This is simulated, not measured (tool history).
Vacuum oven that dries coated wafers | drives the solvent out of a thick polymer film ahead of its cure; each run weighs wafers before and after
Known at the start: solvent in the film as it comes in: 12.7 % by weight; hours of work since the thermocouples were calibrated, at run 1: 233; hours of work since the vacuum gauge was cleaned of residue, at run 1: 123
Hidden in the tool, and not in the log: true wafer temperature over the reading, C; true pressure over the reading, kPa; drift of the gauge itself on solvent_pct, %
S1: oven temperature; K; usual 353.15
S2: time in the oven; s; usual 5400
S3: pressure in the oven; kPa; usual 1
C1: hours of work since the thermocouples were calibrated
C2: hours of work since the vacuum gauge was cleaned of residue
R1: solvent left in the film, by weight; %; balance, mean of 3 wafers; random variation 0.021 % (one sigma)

run 1 day=0 | S1=353.15 S2=5400 S3=1 | C1=233 C2=123 | R1=2.82
run 2 day=0.612 | S1=353.15 S2=5400 S3=1 | C1=241 C2=130 | R1=2.82
run 3 day=1.688 | S1=353.15 S2=5400 S3=1 | C1=255 C2=144 | R1=2.83
run 4 day=2.279 | S1=354.15 S2=5400 S3=1 | C1=262 C2=151 | R1=2.58
run 5 day=3.15 | S1=354.15 S2=5400 S3=1 | C1=273 C2=162 | R1=2.52
run 6 day=4.033 | S1=354.15 S2=5400 S3=1 | C1=284 C2=174 | R1=2.58
run 7 day=4.771 | S1=353.15 S2=5400 S3=0.92 | C1=294 C2=183 | R1=2.77
run 8 day=5.758 | S1=353.15 S2=6840 S3=1 | C1=306 C2=195 | R1=2.04
run 9 day=6.421 | S1=353.15 S2=3300 S3=1 | C1=315 C2=204 | R1=4.6
run 10 day=7.467 | S1=353.15 S2=3300 S3=1 | C1=328 C2=217 | R1=4.58
run 11 day=8.021 | S1=365.15 S2=3300 S3=1 | C1=335 C2=224 | R1=1.6
run 12 day=9.092 | S1=353.15 S2=5400 S3=1.83 | C1=349 C2=238 | R1=3.01
run 13 day=9.683 | S1=353.15 S2=5400 S3=1 | C1=356 C2=245 | R1=2.78
run 14 day=10.242 | S1=353.15 S2=5400 S3=3.35 | C1=363 C2=252 | R1=3.41
run 15 day=11.275 | S1=353.15 S2=5400 S3=1 | C1=376 C2=265 | R1=2.78
run 16 day=12.175 | S1=353.15 S2=5400 S3=1 | C1=388 C2=277 | R1=2.77
run 17 day=12.888 | S1=353.15 S2=6240 S3=1 | C1=397 C2=286 | R1=2.31
run 18 day=13.829 | S1=353.15 S2=5400 S3=1 | C1=409 C2=298 | R1=2.77
run 19 day=14.338 | S1=353.15 S2=4620 S3=1 | C1=415 C2=304 | R1=3.32
run 20 day=15.304 | S1=352.15 S2=4620 S3=1 | C1=427 C2=316 | R1=3.57
run 21 day=16.117 | S1=353.15 S2=5400 S3=1 | C1=438 C2=327 | R1=2.72
run 22 day=16.679 | S1=353.15 S2=5400 S3=0.72 | C1=445 C2=334 | R1=2.67
run 23 day=17.238 | S1=353.15 S2=5400 S3=0.72 | C1=452 C2=341 | R1=2.63
run 24 day=17.958 | S1=353.15 S2=5400 S3=0.72 | C1=461 C2=350 | R1=2.61
run 25 day=18.696 | S1=353.15 S2=6180 S3=0.72 | C1=470 C2=359 | R1=2.18
run 26 day=19.362 | S1=353.15 S2=6180 S3=0.72 | C1=479 C2=368 | R1=2.2
run 27 day=19.958 | S1=362.15 S2=6180 S3=0.72 | C1=486 C2=375 | R1=0.67
run 28 day=20.85 | S1=356.15 S2=5400 S3=1 | C1=497 C2=387 | R1=1.97
run 29 day=21.5 | S1=347.15 S2=5400 S3=1.55 | C1=506 C2=395 | R1=4.48
run 30 day=21.988 | S1=349.15 S2=8340 S3=2.25 | C1=512 C2=401 | R1=2.68
run 31 day=22.592 | S1=349.15 S2=8340 S3=2.25 | C1=520 C2=409 | R1=2.7
run 32 day=23.046 | S1=363.15 S2=3480 S3=0.55 | C1=525 C2=414 | R1=1.67
run 33 day=23.625 | S1=353.15 S2=2820 S3=1 | C1=533 C2=422 | R1=5.03
run 34 day=24.708 | S1=353.15 S2=2820 S3=1 | C1=546 C2=436 | R1=5.03
run 35 day=25.758 | S1=353.15 S2=2820 S3=1 | C1=560 C2=449 | R1=5.05
run 36 day=26.812 | S1=353.15 S2=4200 S3=1 | C1=573 C2=462 | R1=3.54
run 37 day=27.533 | S1=362.15 S2=2940 S3=1 | C1=582 C2=471 | R1=2.49
run 38 day=28.196 | S1=359.15 S2=4140 S3=3.14 | C1=591 C2=480 | R1=2.55
run 39 day=28.771 | S1=349.15 S2=6060 S3=1 | C1=598 C2=487 | R1=3.28
run 40 day=29.471 | S1=353.15 S2=4320 S3=1.22 | C1=607 C2=496 | R1=3.49
run 41 day=30.138 | S1=353.15 S2=4320 S3=1.22 | C1=615 C2=504 | R1=3.46
run 42 day=30.912 | S1=343.15 S2=9000 S3=3.52 | C1=625 C2=514 | R1=4.55
run 43 day=31.542 | S1=343.15 S2=9000 S3=3.52 | C1=633 C2=522 | R1=4.51
-- day=32.071 oven's thermocouples calibrated
run 44 day=32.154 | S1=343.15 S2=9000 S3=3.52 | C1=1 C2=529 | R1=4.68
run 45 day=33.062 | S1=368.15 S2=3660 S3=2.91 | C1=13 C2=540 | R1=1.23
run 46 day=34.15 | S1=344.15 S2=5400 S3=1 | C1=26 C2=554 | R1=5.31

4 ways to go on from here, each from the tool as it stands after run 46. What would each give?
run A day=34.608 | S1=344.15 S2=4320 S3=1.11 | C1=32 C2=560 | R1=?
run B day=34.608 | S1=344.15 S2=7740 S3=1 | C1=32 C2=560 | R1=?
run C day=34.608 | S1=353.15 S2=3120 S3=1 | C1=32 C2=560 | R1=?
run D day=34.608 | S1=353.15 S2=5400 S3=2.85 | C1=32 C2=560 | R1=?

run=A R1=6.05
run=B R1=4
run=C R1=4.79
run=D R1=3.28
Without the tool's hidden state the same runs would have given:
run=A R1=6.13
run=B R1=4.08
run=C R1=4.89
run=D R1=3.37
